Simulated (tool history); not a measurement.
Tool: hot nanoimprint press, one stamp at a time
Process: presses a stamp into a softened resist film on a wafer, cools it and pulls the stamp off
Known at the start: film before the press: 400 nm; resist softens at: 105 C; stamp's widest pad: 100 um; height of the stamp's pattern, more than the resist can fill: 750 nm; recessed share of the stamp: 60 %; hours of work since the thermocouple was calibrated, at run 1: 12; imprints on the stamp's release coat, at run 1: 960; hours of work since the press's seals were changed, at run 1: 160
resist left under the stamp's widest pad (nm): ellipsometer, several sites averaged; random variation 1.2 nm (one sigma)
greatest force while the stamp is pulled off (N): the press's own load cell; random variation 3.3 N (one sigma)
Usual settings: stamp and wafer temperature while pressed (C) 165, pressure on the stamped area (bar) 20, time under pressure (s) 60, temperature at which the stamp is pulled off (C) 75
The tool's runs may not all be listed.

run   hour  stamp and wafer temperature while pressed (C)  pressure on the stamped area (bar)  time under pressure (s)  temperature at which the stamp is pulled off (C)  hours of work since the thermocouple was calibrated  imprints on the stamp's release coat  hours of work since the press's seals were changed  resist left under the stamp's widest pad (nm)  greatest force while the stamp is pulled off (N)
  1      0                                            165                                  20                       60                                                75                                                   12                                   960                                                 160                                            186                                               213
  2    4.3                                            165                                  20                       60                                                75                                                   15                                   975                                                 163                                          184.9                                               210
  3   11.1                                            165                                  20                       60                                                75                                                   19                                  1000                                                 168                                          187.5                                               212
  4   16.6                                            165                                  20                       60                                                75                                                   23                                  1020                                                 171                                            186                                               206
  5   24.5                                            165                                  20                       60                                                75                                                   28                                  1048                                                 177                                          188.1                                               202
  6   31.5                                            165                                  20                       60                                                75                                                   33                                  1073                                                 181                                          186.2                                               211
  7   35.5                                            165                                  20                       60                                                75                                                   36                                  1088                                                 184                                          188.4                                               212
  8   42.7                                            165                                  20                       60                                                75                                                   41                                  1113                                                 189                                          188.7                                               219
  9   49.2                                            165                                  20                       60                                                75                                                   45                                  1137                                                 193                                            187                                               225
 10   56.4                                            158                                  20                       60                                                78                                                   50                                  1163                                                 198                                          250.6                                               211
 11   65.9                                            176                                15.8                      113                                                75                                                   56                                  1197                                                 205                                          106.6                                               219
 12   74.5                                            165                                  19                       37                                                75                                                   62                                  1228                                                 210                                          224.2                                               223
      85.5  -- stamp cleaned and given a new release coat
 13     89                                            165                                  19                       37                                                75                                                   68                                    13                                                 216                                          224.4                                               155
 14   94.9                                            165                                  20                       60                                                71                                                   72                                    34                                                 220                                          188.5                                               169
 15  104.1                                            158                                31.8                       33                                                72                                                   78                                    67                                                 226                                          246.4                                               171

Hidden state at the last listed run before each entry between runs and at the first one after, where it differs:
Between runs 12 and 13: stamp cleaned and given a new release coat (hour 85.5)
  true temperature over the reading, C: -0.22 -> -0.24; pressure that arrives at the usual setting, %: 97.82 -> 97.77; grip of the stamp's worn release coat, % over a new coat's: 44.6 -> 0.4
  measured less the result without the state, resist left under the stamp's widest pad (nm): +4.2 -> +4.4; greatest force while the stamp is pulled off (N): +70 -> +1
